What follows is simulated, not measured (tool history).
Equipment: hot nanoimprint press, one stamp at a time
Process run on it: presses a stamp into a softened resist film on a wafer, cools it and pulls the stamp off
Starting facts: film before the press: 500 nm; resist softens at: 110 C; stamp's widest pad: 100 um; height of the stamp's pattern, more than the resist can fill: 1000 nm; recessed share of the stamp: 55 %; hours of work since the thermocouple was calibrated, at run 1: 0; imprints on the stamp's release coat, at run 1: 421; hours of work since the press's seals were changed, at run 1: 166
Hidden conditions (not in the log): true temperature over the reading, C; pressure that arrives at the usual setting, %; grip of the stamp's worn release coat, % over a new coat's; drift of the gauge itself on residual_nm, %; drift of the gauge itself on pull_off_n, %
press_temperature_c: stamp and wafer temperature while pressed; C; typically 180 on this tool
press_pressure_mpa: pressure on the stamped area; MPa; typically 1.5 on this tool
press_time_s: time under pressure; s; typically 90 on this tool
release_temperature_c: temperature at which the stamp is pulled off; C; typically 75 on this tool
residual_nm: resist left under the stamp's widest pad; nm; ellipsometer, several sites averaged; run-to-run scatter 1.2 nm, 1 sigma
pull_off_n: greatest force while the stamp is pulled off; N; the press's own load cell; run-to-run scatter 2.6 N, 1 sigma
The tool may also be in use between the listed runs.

| run | hour | press_temperature_c | press_pressure_mpa | press_time_s | release_temperature_c | hours of work since the thermocouple was calibrated | imprints on the stamp's release coat | hours of work since the press's seals were changed | residual_nm | pull_off_n |
|---|---|---|---|---|---|---|---|---|---|---|
| 1 | 0 | 180 | 1.5 | 90 | 75 | 0 | 421 | 166 | 183 | 130 |
| 2 | 12.5 | 180 | 1.5 | 90 | 75 | 9 | 479 | 174 | 182.8 | 131 |
| 3 | 22 | 180 | 1.7 | 90 | 75 | 16 | 523 | 181 | 169.8 | 129 |
| 4 | 41.7 | 180 | 1.7 | 90 | 75 | 30 | 615 | 195 | 169.2 | 132 |
| 5 | 63.6 | 180 | 1.5 | 90 | 75 | 46 | 716 | 211 | 182.7 | 138 |
| 6 | 75.5 | 180 | 1.5 | 90 | 75 | 54 | 771 | 220 | 180.5 | 134 |
| 7 | 94.2 | 180 | 1.5 | 90 | 75 | 68 | 858 | 233 | 181.2 | 139 |
| 8 | 106.4 | 180 | 2.26 | 90 | 75 | 77 | 915 | 242 | 142.6 | 134 |
| 9 | 120.3 | 180 | 2.26 | 90 | 75 | 87 | 979 | 252 | 144.6 | 140 |
| 10 | 131.4 | 180 | 1.5 | 90 | 75 | 94 | 1031 | 260 | 180.8 | 144 |
|  | 135.9 | plate thermocouple calibrated |
| 11 | 153.5 | 180 | 1.5 | 90 | 75 | 13 | 1120 | 273 | 179.4 | 142 |
| 12 | 173.9 | 190 | 1.5 | 90 | 80 | 27 | 1214 | 288 | 114.5 | 123 |
| 13 | 185.1 | 169 | 1.74 | 75 | 74 | 35 | 1266 | 296 | 287.6 | 148 |
| 14 | 200.9 | 169 | 1.74 | 75 | 74 | 47 | 1339 | 307 | 285.6 | 144 |
|  | 216.1 | plate thermocouple calibrated, once more |
| 15 | 221 | 183 | 1.07 | 60 | 74 | 4 | 1419 | 319 | 224.3 | 152 |
| 16 | 238.9 | 180 | 1.73 | 90 | 75 | 16 | 1502 | 332 | 168.8 | 147 |
| 17 | 255.5 | 180 | 2 | 112 | 60 | 28 | 1578 | 344 | 142.3 | 211 |
|  | 267.2 | stamp cleaned and given a new release coat |
| 18 | 277.6 | 172 | 1.5 | 161 | 75 | 40 | 48 | 356 | 220.8 | 124 |
| 19 | 293.4 | 172 | 1.5 | 161 | 75 | 51 | 121 | 367 | 221.6 | 124 |

The next listed run, before its measurement:
| 20 | 315.5 | 184 | 1.54 | 90 | 79 | 67 | 224 | 383 | ? | ? |

residual_nm: 148 nm
pull_off_n: 115 N
On a tool with no hidden condition, and with the same random variation, this run would have come out at residual_nm 148.2 nm, pull_off_n 112 N.

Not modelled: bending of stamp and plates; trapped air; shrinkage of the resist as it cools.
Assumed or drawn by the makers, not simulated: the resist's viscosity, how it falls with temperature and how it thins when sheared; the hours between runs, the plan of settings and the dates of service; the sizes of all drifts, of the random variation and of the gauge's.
